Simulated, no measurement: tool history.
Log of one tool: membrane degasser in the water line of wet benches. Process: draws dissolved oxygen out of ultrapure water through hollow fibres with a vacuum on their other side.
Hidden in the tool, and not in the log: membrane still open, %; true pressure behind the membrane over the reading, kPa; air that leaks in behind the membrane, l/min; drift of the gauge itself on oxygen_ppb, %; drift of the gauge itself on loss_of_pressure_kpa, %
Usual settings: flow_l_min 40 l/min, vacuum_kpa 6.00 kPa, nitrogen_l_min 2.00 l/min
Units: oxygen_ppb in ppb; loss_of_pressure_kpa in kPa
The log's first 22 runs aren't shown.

| run | hour | flow_l_min | vacuum_kpa | nitrogen_l_min | hours since the membrane was changed | hours since the vacuum gauge was calibrated | hours since the vacuum lines were made tight | oxygen_ppb | loss_of_pressure_kpa |
|---|---|---|---|---|---|---|---|---|---|
| 23 | 4322.2 | 59 | 7.18 | 1.03 | 8420 | 4260 | 4963 | 1064.5 | 96.23 |
|  | 4446.1 | seals of the vacuum lines changed |
| 24 | 4456.0 | 63 | 3.87 | 2.00 | 8552 | 4392 | 10 | 842.2 | 103.00 |
| 25 | 4581.8 | 63 | 3.87 | 1.75 | 8678 | 4518 | 136 | 836.1 | 102.37 |
| 26 | 4793.6 | 63 | 3.87 | 1.75 | 8890 | 4729 | 347 | 856.4 | 102.75 |
| 27 | 5057.1 | 63 | 3.87 | 1.75 | 9153 | 4993 | 611 | 855.7 | 102.33 |
| 28 | 5171.9 | 63 | 3.87 | 1.75 | 9268 | 5108 | 726 | 871.6 | 102.90 |
| 29 | 5331.2 | 39 | 14.50 | 1.75 | 9427 | 5267 | 885 | 758.8 | 63.44 |
|  | 5364.3 | vacuum gauge calibrated |
| 30 | 5469.3 | 39 | 10.14 | 1.78 | 9565 | 105 | 1023 | 576.8 | 63.85 |
| 31 | 5670.9 | 30 | 6.00 | 4.70 | 9766 | 307 | 1224 | 162.9 | 49.11 |
| 32 | 5906.5 | 30 | 9.44 | 4.70 | 10002 | 542 | 1460 | 207.3 | 48.80 |

4 ways to go on from here, each from the tool as it stands after run 32. What would each give?
| A | 6078.4 | 31 | 6.42 | 2.60 | 10174 | 714 | 1632 | ? | ? |
| B | 6078.4 | 28 | 6.00 | 4.84 | 10174 | 714 | 1632 | ? | ? |
| C | 6078.4 | 30 | 9.44 | 1.08 | 10174 | 714 | 1632 | ? | ? |
| D | 6078.4 | 30 | 5.35 | 4.70 | 10174 | 714 | 1632 | ? | ? |

| run | oxygen_ppb | loss_of_pressure_kpa |
|---|---|---|
| A | 222.2 | 50.86 |
| B | 132.0 | 45.88 |
| C | 465.1 | 49.33 |
| D | 153.5 | 48.82 |
Without the tool's hidden state the same runs would have given:
| run | oxygen_ppb | loss_of_pressure_kpa |
|---|---|---|
| A | 197.1 | 48.41 |
| B | 113.0 | 43.67 |
| C | 443.3 | 46.96 |
| D | 130.3 | 46.46 |
